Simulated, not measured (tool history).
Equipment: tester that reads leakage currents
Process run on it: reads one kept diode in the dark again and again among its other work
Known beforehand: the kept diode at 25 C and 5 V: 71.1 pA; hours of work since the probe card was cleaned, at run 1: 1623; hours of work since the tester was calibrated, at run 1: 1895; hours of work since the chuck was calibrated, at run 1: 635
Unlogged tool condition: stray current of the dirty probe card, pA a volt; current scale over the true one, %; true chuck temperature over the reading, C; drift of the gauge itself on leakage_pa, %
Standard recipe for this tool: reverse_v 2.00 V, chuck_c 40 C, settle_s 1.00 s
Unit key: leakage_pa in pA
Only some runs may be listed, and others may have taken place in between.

run,hour,reverse_v,chuck_c,settle_s,hours of work since the probe card was cleaned,hours of work since the tester was calibrated,hours of work since the chuck was calibrated,leakage_pa
1,0.0,2.00,40,1.00,1623,1895,635,122.86
2,102.2,2.00,40,1.00,1686,1958,698,123.09
3,249.9,2.00,40,1.00,1777,2049,789,123.55
4,389.9,2.00,40,3.91,1863,2135,875,122.54
5,550.8,2.00,30,1.00,1962,2234,973,60.69
6,644.4,2.00,30,1.00,2019,2291,1031,61.01
7,796.8,2.00,30,1.00,2113,2385,1125,61.51
8,894.3,2.71,40,1.00,2173,2445,1185,147.22
9,1025.7,2.71,40,0.55,2254,2526,1265,147.07
10,1093.5,2.71,40,0.55,2295,2567,1307,147.80
11,1220.7,2.71,40,0.55,2374,2645,1385,147.98
12,1326.7,2.71,40,0.55,2439,2711,1450,147.34
13,1468.8,2.71,40,1.19,2526,2798,1538,146.45
14,1550.3,2.71,40,1.19,2576,2848,1588,146.41
# hour 1622.9: chuck's temperature calibrated
15,1680.6,2.71,50,1.19,2655,2927,36,285.26
16,1787.3,5.26,23,7.89,2721,2993,101,63.17
17,1940.4,5.26,34,7.89,2815,3087,195,141.09
18,2104.5,5.26,34,7.89,2916,3187,296,141.28
19,2209.8,3.44,24,1.00,2980,3252,361,53.85
20,2291.0,1.86,24,9.22,3030,3302,411,37.29
21,2365.8,1.86,24,9.22,3076,3348,457,37.13
22,2452.9,1.86,40,1.58,3130,3402,510,117.86
23,2541.3,1.86,40,1.58,3184,3456,565,117.67
24,2673.4,1.86,40,1.58,3265,3537,646,118.35
25,2835.4,1.86,40,1.58,3365,3637,745,117.98
# hour 2867.0: tester calibrated
26,2932.9,2.32,22,0.49,3424,40,804,37.37
27,3001.4,3.37,21,7.45,3466,83,846,41.94
28,3092.9,3.37,27,9.60,3522,139,902,65.83
29,3183.1,2.00,30,7.85,3577,194,958,60.50
30,3319.7,8.06,43,5.67,3661,278,1042,337.31

Each row is a separate what-if for the run after 30, all from the same tool condition, not one after another. Results?
A,3404.9,1.15,43,1.36,3714,331,1094,?
B,3404.9,2.00,40,8.81,3714,331,1094,?
C,3404.9,8.06,43,2.04,3714,331,1094,?
D,3404.9,7.94,49,4.60,3714,331,1094,?

run,leakage_pa
A,109.07
B,122.70
C,337.45
D,498.19
Had the tool no hidden state, the same runs would have come out as:
run,leakage_pa
A,109.11
B,122.74
C,337.50
D,498.33
